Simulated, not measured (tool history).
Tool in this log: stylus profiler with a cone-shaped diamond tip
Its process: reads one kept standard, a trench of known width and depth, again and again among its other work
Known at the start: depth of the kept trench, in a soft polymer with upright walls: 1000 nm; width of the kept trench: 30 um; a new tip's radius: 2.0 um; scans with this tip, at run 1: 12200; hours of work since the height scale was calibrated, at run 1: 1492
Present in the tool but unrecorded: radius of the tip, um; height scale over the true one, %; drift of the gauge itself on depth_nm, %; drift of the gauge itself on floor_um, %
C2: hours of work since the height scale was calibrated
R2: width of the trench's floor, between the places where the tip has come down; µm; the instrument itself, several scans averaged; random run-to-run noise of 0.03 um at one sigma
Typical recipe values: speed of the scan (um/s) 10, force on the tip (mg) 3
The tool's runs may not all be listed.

{"run": 1, "hour": 0.0, "speed of the scan (um/s)": 10, "force on the tip (mg)": 3, "scans with this tip": 12200, "C2": 1492, "depth of the trench (nm)": 1023.69, "R2": 24.97}
{"run": 2, "hour": 96.4, "speed of the scan (um/s)": 34, "force on the tip (mg)": 3, "scans with this tip": 12777, "C2": 1562, "depth of the trench (nm)": 1023.98, "R2": 24.89}
{"run": 3, "hour": 195.9, "speed of the scan (um/s)": 34, "force on the tip (mg)": 3, "scans with this tip": 13371, "C2": 1635, "depth of the trench (nm)": 1024.54, "R2": 24.85}
{"hour": 241.0, "done": "height scale calibrated on a step standard"}
{"run": 4, "hour": 250.0, "speed of the scan (um/s)": 34, "force on the tip (mg)": 3, "scans with this tip": 13692, "C2": 7, "depth of the trench (nm)": 1029.11, "R2": 24.82}
{"run": 5, "hour": 333.5, "speed of the scan (um/s)": 34, "force on the tip (mg)": 3, "scans with this tip": 14191, "C2": 68, "depth of the trench (nm)": 1029.39, "R2": 24.82}
{"run": 6, "hour": 396.1, "speed of the scan (um/s)": 34, "force on the tip (mg)": 3, "scans with this tip": 14565, "C2": 113, "depth of the trench (nm)": 1029.5, "R2": 24.71}
{"run": 7, "hour": 453.0, "speed of the scan (um/s)": 10, "force on the tip (mg)": 3, "scans with this tip": 14905, "C2": 155, "depth of the trench (nm)": 1029.51, "R2": 24.7}
{"run": 8, "hour": 550.4, "speed of the scan (um/s)": 10, "force on the tip (mg)": 3, "scans with this tip": 15487, "C2": 226, "depth of the trench (nm)": 1029.73, "R2": 24.71}
{"run": 9, "hour": 636.3, "speed of the scan (um/s)": 10, "force on the tip (mg)": 1.32, "scans with this tip": 16001, "C2": 289, "depth of the trench (nm)": 1022.47, "R2": 24.64}
{"hour": 664.1, "done": "new tip fitted, height scale calibrated"}
{"run": 10, "hour": 756.6, "speed of the scan (um/s)": 10, "force on the tip (mg)": 3, "scans with this tip": 553, "C2": 68, "depth of the trench (nm)": 1017.83, "R2": 26.38}
{"hour": 879.8, "done": "height scale calibrated on a step standard, once more"}
{"run": 11, "hour": 879.9, "speed of the scan (um/s)": 10, "force on the tip (mg)": 3.34, "scans with this tip": 1287, "C2": 0, "depth of the trench (nm)": 1019.22, "R2": 26.25}
{"run": 12, "hour": 945.7, "speed of the scan (um/s)": 5, "force on the tip (mg)": 1.76, "scans with this tip": 1680, "C2": 48, "depth of the trench (nm)": 1012.62, "R2": 26.22}
{"run": 13, "hour": 1002.9, "speed of the scan (um/s)": 5, "force on the tip (mg)": 1.76, "scans with this tip": 2023, "C2": 90, "depth of the trench (nm)": 1013.25, "R2": 26.19}
{"run": 14, "hour": 1054.9, "speed of the scan (um/s)": 2, "force on the tip (mg)": 8.81, "scans with this tip": 2333, "C2": 128, "depth of the trench (nm)": 1036.75, "R2": 26.18}
{"run": 15, "hour": 1144.5, "speed of the scan (um/s)": 5, "force on the tip (mg)": 5.41, "scans with this tip": 2868, "C2": 193, "depth of the trench (nm)": 1026.81, "R2": 26.09}
{"run": 16, "hour": 1254.8, "speed of the scan (um/s)": 5, "force on the tip (mg)": 5.41, "scans with this tip": 3528, "C2": 274, "depth of the trench (nm)": 1027.25, "R2": 25.97}
{"run": 17, "hour": 1356.1, "speed of the scan (um/s)": 5, "force on the tip (mg)": 5.41, "scans with this tip": 4134, "C2": 348, "depth of the trench (nm)": 1027.62, "R2": 25.85}
{"run": 18, "hour": 1409.1, "speed of the scan (um/s)": 5, "force on the tip (mg)": 5.41, "scans with this tip": 4450, "C2": 387, "depth of the trench (nm)": 1027.52, "R2": 25.89}
{"run": 19, "hour": 1474.5, "speed of the scan (um/s)": 18, "force on the tip (mg)": 3.07, "scans with this tip": 4841, "C2": 435, "depth of the trench (nm)": 1019.53, "R2": 25.83}

Run 20, settings as shown, results not yet in. Your forecast:
{"run": 20, "hour": 1595.5, "speed of the scan (um/s)": 22, "force on the tip (mg)": 3.16, "scans with this tip": 5565, "C2": 523, "depth of the trench (nm)": "?", "R2": "?"}

Run 20 came out at depth of the trench (nm) 1020.57, R2 25.74 µm.
Minus the tool's unlogged condition, the same run would have read depth of the trench (nm) 1018.13, R2 26.53 µm.
